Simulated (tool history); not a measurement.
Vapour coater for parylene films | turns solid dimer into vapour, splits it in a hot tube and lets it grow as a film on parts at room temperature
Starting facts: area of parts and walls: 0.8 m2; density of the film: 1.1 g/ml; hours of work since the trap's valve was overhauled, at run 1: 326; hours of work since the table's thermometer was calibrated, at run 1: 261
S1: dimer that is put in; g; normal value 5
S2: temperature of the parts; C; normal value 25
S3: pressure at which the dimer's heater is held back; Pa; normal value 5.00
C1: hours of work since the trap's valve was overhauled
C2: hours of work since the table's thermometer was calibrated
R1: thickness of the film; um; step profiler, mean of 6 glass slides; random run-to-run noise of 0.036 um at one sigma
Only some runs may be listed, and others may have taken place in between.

{"run": 1, "hour": 0.0, "S1": 5, "S2": 25, "S3": 5.0, "C1": 326, "C2": 261, "R1": 3.43}
{"run": 2, "hour": 7.5, "S1": 5, "S2": 25, "S3": 5.0, "C1": 329, "C2": 264, "R1": 3.43}
{"run": 3, "hour": 16.1, "S1": 5, "S2": 25, "S3": 5.0, "C1": 333, "C2": 268, "R1": 3.37}
{"run": 4, "hour": 30.8, "S1": 5, "S2": 25, "S3": 5.0, "C1": 340, "C2": 275, "R1": 3.44}
{"run": 5, "hour": 39.6, "S1": 5, "S2": 25, "S3": 5.0, "C1": 344, "C2": 279, "R1": 3.47}
{"run": 6, "hour": 50.5, "S1": 5, "S2": 25, "S3": 5.0, "C1": 349, "C2": 284, "R1": 3.45}
{"run": 7, "hour": 58.8, "S1": 6, "S2": 25, "S3": 5.0, "C1": 353, "C2": 288, "R1": 4.12}
{"run": 8, "hour": 71.9, "S1": 6, "S2": 25, "S3": 5.0, "C1": 359, "C2": 294, "R1": 4.1}
{"run": 9, "hour": 83.2, "S1": 5, "S2": 35, "S3": 5.0, "C1": 365, "C2": 299, "R1": 2.08}
{"run": 10, "hour": 89.9, "S1": 5, "S2": 35, "S3": 5.0, "C1": 368, "C2": 303, "R1": 2.12}
{"run": 11, "hour": 103.2, "S1": 5, "S2": 35, "S3": 5.0, "C1": 374, "C2": 309, "R1": 2.11}
{"run": 12, "hour": 115.4, "S1": 5, "S2": 35, "S3": 11.48, "C1": 380, "C2": 315, "R1": 1.87}
{"run": 13, "hour": 129.0, "S1": 5, "S2": 35, "S3": 11.48, "C1": 386, "C2": 321, "R1": 1.85}
{"run": 14, "hour": 142.0, "S1": 3, "S2": 25, "S3": 4.9, "C1": 392, "C2": 327, "R1": 2.01}
{"run": 15, "hour": 155.1, "S1": 4, "S2": 17, "S3": 3.85, "C1": 398, "C2": 333, "R1": 4.08}
{"run": 16, "hour": 161.5, "S1": 4, "S2": 27, "S3": 7.36, "C1": 401, "C2": 336, "R1": 2.35}
{"run": 17, "hour": 170.7, "S1": 4, "S2": 25, "S3": 5.0, "C1": 405, "C2": 340, "R1": 2.67}
{"run": 18, "hour": 176.7, "S1": 4, "S2": 25, "S3": 5.0, "C1": 408, "C2": 343, "R1": 2.71}
{"run": 19, "hour": 186.4, "S1": 4, "S2": 24, "S3": 5.0, "C1": 413, "C2": 348, "R1": 2.84}
{"run": 20, "hour": 196.0, "S1": 3, "S2": 24, "S3": 2.36, "C1": 417, "C2": 352, "R1": 2.32}
{"run": 21, "hour": 207.1, "S1": 3, "S2": 24, "S3": 2.36, "C1": 422, "C2": 357, "R1": 2.34}
{"run": 22, "hour": 217.5, "S1": 8, "S2": 28, "S3": 4.57, "C1": 427, "C2": 362, "R1": 4.67}
{"run": 23, "hour": 230.6, "S1": 8, "S2": 21, "S3": 3.51, "C1": 433, "C2": 368, "R1": 6.86}
{"run": 24, "hour": 244.7, "S1": 5, "S2": 25, "S3": 4.09, "C1": 440, "C2": 375, "R1": 3.35}
{"run": 25, "hour": 259.6, "S1": 5, "S2": 25, "S3": 8.3, "C1": 447, "C2": 382, "R1": 3.15}
{"run": 26, "hour": 267.9, "S1": 2, "S2": 35, "S3": 7.74, "C1": 451, "C2": 386, "R1": 0.77}

Below are 4 alternative next runs, each starting from the tool's condition after run 26. Predict each:
{"run": "A", "hour": 278.1, "S1": 5, "S2": 24, "S3": 2.14, "C1": 456, "C2": 391, "R1": "?"}
{"run": "B", "hour": 278.1, "S1": 5, "S2": 25, "S3": 10.14, "C1": 456, "C2": 391, "R1": "?"}
{"run": "C", "hour": 278.1, "S1": 7, "S2": 35, "S3": 4.33, "C1": 456, "C2": 391, "R1": "?"}
{"run": "D", "hour": 278.1, "S1": 2, "S2": 20, "S3": 7.83, "C1": 456, "C2": 391, "R1": "?"}

run=A R1=3.97
run=B R1=3.07
run=C R1=2.91
run=D R1=1.61
With no hidden state in the tool, these same runs would have given:
run=A R1=4.40
run=B R1=3.40
run=C R1=3.23
run=D R1=1.78
